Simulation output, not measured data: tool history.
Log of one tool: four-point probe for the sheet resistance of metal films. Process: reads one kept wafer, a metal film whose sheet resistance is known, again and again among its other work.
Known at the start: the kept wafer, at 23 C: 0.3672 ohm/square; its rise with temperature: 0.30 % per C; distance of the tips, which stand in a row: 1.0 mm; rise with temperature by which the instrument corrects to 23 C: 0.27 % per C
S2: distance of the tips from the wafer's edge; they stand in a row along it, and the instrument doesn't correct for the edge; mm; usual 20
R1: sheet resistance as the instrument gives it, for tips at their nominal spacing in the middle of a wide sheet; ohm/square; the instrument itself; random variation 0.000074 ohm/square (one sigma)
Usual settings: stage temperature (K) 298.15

run 1 day=0.000 | stage_temperature_(K)=298.15 S2=20 | R1=0.367145
run 2 day=2.471 | stage_temperature_(K)=292.15 S2=20 | R1=0.366414
run 3 day=5.325 | stage_temperature_(K)=292.15 S2=20 | R1=0.366417
run 4 day=8.888 | stage_temperature_(K)=298.15 S2=20 | R1=0.367246
run 5 day=11.042 | stage_temperature_(K)=293.15 S2=20 | R1=0.366673
run 6 day=14.696 | stage_temperature_(K)=293.15 S2=20 | R1=0.367002
run 7 day=18.333 | stage_temperature_(K)=298.15 S2=65 | R1=0.367082
run 8 day=20.600 | stage_temperature_(K)=298.15 S2=65 | R1=0.367206
run 9 day=24.133 | stage_temperature_(K)=298.15 S2=48 | R1=0.367179
run 10 day=27.375 | stage_temperature_(K)=298.15 S2=48 | R1=0.367338
run 11 day=29.858 | stage_temperature_(K)=303.15 S2=20 | R1=0.368247
run 12 day=32.488 | stage_temperature_(K)=303.15 S2=20 | R1=0.368280
run 13 day=35.983 | stage_temperature_(K)=303.15 S2=20 | R1=0.368473
run 14 day=39.629 | stage_temperature_(K)=303.15 S2=20 | R1=0.368535
run 15 day=41.483 | stage_temperature_(K)=303.15 S2=20 | R1=0.368528
run 16 day=43.817 | stage_temperature_(K)=298.15 S2=20 | R1=0.368083
run 17 day=45.629 | stage_temperature_(K)=298.15 S2=20 | R1=0.368248
run 18 day=47.138 | stage_temperature_(K)=298.15 S2=20 | R1=0.368078
run 19 day=49.654 | stage_temperature_(K)=298.15 S2=20 | R1=0.368201
run 20 day=52.325 | stage_temperature_(K)=298.15 S2=20 | R1=0.368242
-- day=54.354 stage's thermometer calibrated
run 21 day=54.542 | stage_temperature_(K)=298.15 S2=20 | R1=0.368496
run 22 day=58.025 | stage_temperature_(K)=298.15 S2=20 | R1=0.368510
run 23 day=61.058 | stage_temperature_(K)=298.15 S2=20 | R1=0.368611
-- day=64.379 stage's thermometer calibrated, once more
run 24 day=64.442 | stage_temperature_(K)=307.15 S2=31 | R1=0.368908
run 25 day=67.367 | stage_temperature_(K)=307.15 S2=31 | R1=0.368846
run 26 day=69.617 | stage_temperature_(K)=293.15 S2=20 | R1=0.367891
run 27 day=73.100 | stage_temperature_(K)=307.15 S2=8 | R1=0.371980

The next listed run, before its measurement:
run 28 day=74.633 | stage_temperature_(K)=292.15 S2=8 | R1=?

R1: 0.370364 ohm/square
Without the tool's hidden state the same run would have given R1 0.369798 ohm/square.
